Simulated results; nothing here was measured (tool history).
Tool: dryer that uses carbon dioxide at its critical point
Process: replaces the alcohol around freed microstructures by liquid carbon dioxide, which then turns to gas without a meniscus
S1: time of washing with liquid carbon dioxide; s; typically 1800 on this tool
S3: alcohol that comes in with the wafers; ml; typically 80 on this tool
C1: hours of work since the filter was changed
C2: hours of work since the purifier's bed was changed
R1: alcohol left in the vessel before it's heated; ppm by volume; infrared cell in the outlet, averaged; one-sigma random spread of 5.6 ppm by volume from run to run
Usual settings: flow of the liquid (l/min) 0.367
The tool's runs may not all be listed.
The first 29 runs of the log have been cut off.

-- hour=1120.6 purifier's bed changed
run 30 hour=1127.4 | S1=1500 flow_of_the_liquid_(l/min)=0.613 S3=23 | C1=53 C2=5 | R1=18
run 31 hour=1164.2 | S1=2220 flow_of_the_liquid_(l/min)=0.613 S3=41 | C1=82 C2=34 | R1=10
run 32 hour=1212.5 | S1=2220 flow_of_the_liquid_(l/min)=0.547 S3=84 | C1=119 C2=72 | R1=29
run 33 hour=1242.2 | S1=1320 flow_of_the_liquid_(l/min)=0.234 S3=47 | C1=143 C2=95 | R1=2074
run 34 hour=1288.9 | S1=1380 flow_of_the_liquid_(l/min)=0.288 S3=80 | C1=179 C2=132 | R1=1744
run 35 hour=1333.9 | S1=1800 flow_of_the_liquid_(l/min)=0.367 S3=60 | C1=215 C2=167 | R1=210
run 36 hour=1365.2 | S1=1800 flow_of_the_liquid_(l/min)=0.367 S3=60 | C1=239 C2=192 | R1=222
run 37 hour=1399.3 | S1=1800 flow_of_the_liquid_(l/min)=0.367 S3=60 | C1=266 C2=218 | R1=226
run 38 hour=1424.3 | S1=2400 flow_of_the_liquid_(l/min)=0.367 S3=80 | C1=285 C2=238 | R1=97
-- hour=1447.8 inlet filter changed
run 39 hour=1464.9 | S1=1200 flow_of_the_liquid_(l/min)=0.590 S3=64 | C1=13 C2=269 | R1=160
run 40 hour=1513.4 | S1=1200 flow_of_the_liquid_(l/min)=0.590 S3=64 | C1=51 C2=307 | R1=170
run 41 hour=1542.4 | S1=2580 flow_of_the_liquid_(l/min)=0.331 S3=31 | C1=74 C2=330 | R1=106
run 42 hour=1576.8 | S1=1800 flow_of_the_liquid_(l/min)=0.385 S3=47 | C1=101 C2=357 | R1=177
run 43 hour=1606.7 | S1=1680 flow_of_the_liquid_(l/min)=0.309 S3=39 | C1=124 C2=380 | R1=395
run 44 hour=1634.4 | S1=1680 flow_of_the_liquid_(l/min)=0.309 S3=39 | C1=146 C2=402 | R1=399
run 45 hour=1663.6 | S1=1680 flow_of_the_liquid_(l/min)=0.309 S3=39 | C1=169 C2=425 | R1=418
run 46 hour=1697.8 | S1=1680 flow_of_the_liquid_(l/min)=0.309 S3=39 | C1=196 C2=452 | R1=432
run 47 hour=1739.4 | S1=1680 flow_of_the_liquid_(l/min)=0.353 S3=39 | C1=229 C2=484 | R1=304

Predict each of these 4 candidate next runs independently; none follows another, all start after run 47:
run A hour=1781.6 | S1=1080 flow_of_the_liquid_(l/min)=0.523 S3=41 | C1=262 C2=517 | R1=?
run B hour=1781.6 | S1=1680 flow_of_the_liquid_(l/min)=0.618 S3=98 | C1=262 C2=517 | R1=?
run C hour=1781.6 | S1=2100 flow_of_the_liquid_(l/min)=0.353 S3=39 | C1=262 C2=517 | R1=?
run D hour=1781.6 | S1=2700 flow_of_the_liquid_(l/min)=0.353 S3=59 | C1=262 C2=517 | R1=?

run=A R1=374
run=B R1=146
run=C R1=187
run=D R1=150
With no hidden state in the tool, these same runs would have given:
run=A R1=193
run=B R1=9
run=C R1=42
run=D R1=14
